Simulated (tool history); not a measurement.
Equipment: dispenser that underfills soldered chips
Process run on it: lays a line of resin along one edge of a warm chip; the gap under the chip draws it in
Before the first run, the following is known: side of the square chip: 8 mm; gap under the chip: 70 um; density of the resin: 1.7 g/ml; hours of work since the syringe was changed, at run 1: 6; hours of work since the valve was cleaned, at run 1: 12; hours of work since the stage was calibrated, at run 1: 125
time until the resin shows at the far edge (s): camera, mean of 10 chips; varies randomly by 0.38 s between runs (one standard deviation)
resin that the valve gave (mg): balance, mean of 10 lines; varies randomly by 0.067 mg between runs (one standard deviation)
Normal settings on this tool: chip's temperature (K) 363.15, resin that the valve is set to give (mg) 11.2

run   hour  chip's temperature (K)  resin that the valve is set to give (mg)  hours of work since the syringe was changed  hours of work since the valve was cleaned  hours of work since the stage was calibrated  time until the resin shows at the far edge (s)  resin that the valve gave (mg)
  1      0                  363.15                                      11.2                                            6                                         12                                           125                                            32.3                           11.17
       2.7  -- new syringe of resin
  2      8                  363.15                                      11.2                                            4                                         18                                           131                                            30.8                           11.03
      13.4  -- new syringe of resin
      24.2  -- new syringe of resin
  3   24.6                  351.15                                      11.2                                            0                                         31                                           144                                            41.8                           10.97
      34.7  -- new syringe of resin
  4   35.5                  351.15                                      11.2                                            1                                         39                                           152                                            44.7                           10.98
      45.1  -- new syringe of resin
  5     51                  351.15                                      11.2                                            5                                         51                                           164                                            53.6                           10.93
      56.4  -- new syringe of resin
  6   59.7                  351.15                                      12.2                                            3                                         58                                           171                                            47.2                           11.79
      67.2  -- new syringe of resin
  7   71.3                  361.15                                      12.2                                            3                                         67                                           180                                            30.7                           11.73
      78.6  -- new syringe of resin
  8   79.1                  367.15                                      11.2                                            0                                         73                                           186                                            20.7                           10.63
        89  -- new syringe of resin
  9   96.3                  367.15                                      11.2                                            6                                         86                                           200                                            27.9                           10.61
       100  -- new syringe of resin
 10  109.8                  350.15                                      13.5                                            8                                         97                                           210                                            65.6                           12.66
     111.6  -- new syringe of resin
 11  120.1                  365.15                                      10.1                                            7                                        105                                           218                                            34.2                            9.38
     122.7  -- new syringe of resin
     133.6  -- new syringe of resin
       136  -- dispensing valve cleaned and set on the balance
 12    136                  362.15                                      10.4                                            1                                          0                                           229                                            27.3                           10.49
 13  144.1                  368.15                                      11.2                                            8                                          6                                           236                                            29.4                           11.13
     145.3  -- new syringe of resin
     156.1  -- new syringe of resin
 14    157                  358.15                                      11.2                                            1                                         16                                           246                                              32                            11.2
     166.8  -- new syringe of resin
 15  169.6                  367.15                                      10.2                                            2                                         26                                           255                                            23.8                           10.12
       177  -- new syringe of resin
 16  183.3                  366.15                                      11.2                                            5                                         37                                           266                                            27.3                           10.87

4 options for the next run, each taken on its own from the tool as it stands now. Forecast them:
     187.8  -- new syringe of resin
  A  194.1                  359.15                                      14.3                                            5                                         45                                           274                                               ?                               ?
     187.8  -- new syringe of resin
  B  194.1                  353.15                                      12.2                                            5                                         45                                           274                                               ?                               ?
     187.8  -- new syringe of resin
  C  194.1                  377.15                                      11.6                                            5                                         45                                           274                                               ?                               ?
     187.8  -- new syringe of resin
  D  194.1                  350.15                                      11.9                                            5                                         45                                           274                                               ?                               ?

run  time until the resin shows at the far edge (s)  resin that the valve gave (mg)
  A                                            37.3                           13.86
  B                                              50                           11.84
  C                                            17.6                           11.32
  D                                            57.5                           11.61
Take away the tool's hidden state, keep each run's random variation, and the runs would have read:
run  time until the resin shows at the far edge (s)  resin that the valve gave (mg)
  A                                            27.2                           14.31
  B                                              36                           12.22
  C                                            12.8                           11.68
  D                                            41.3                           11.99
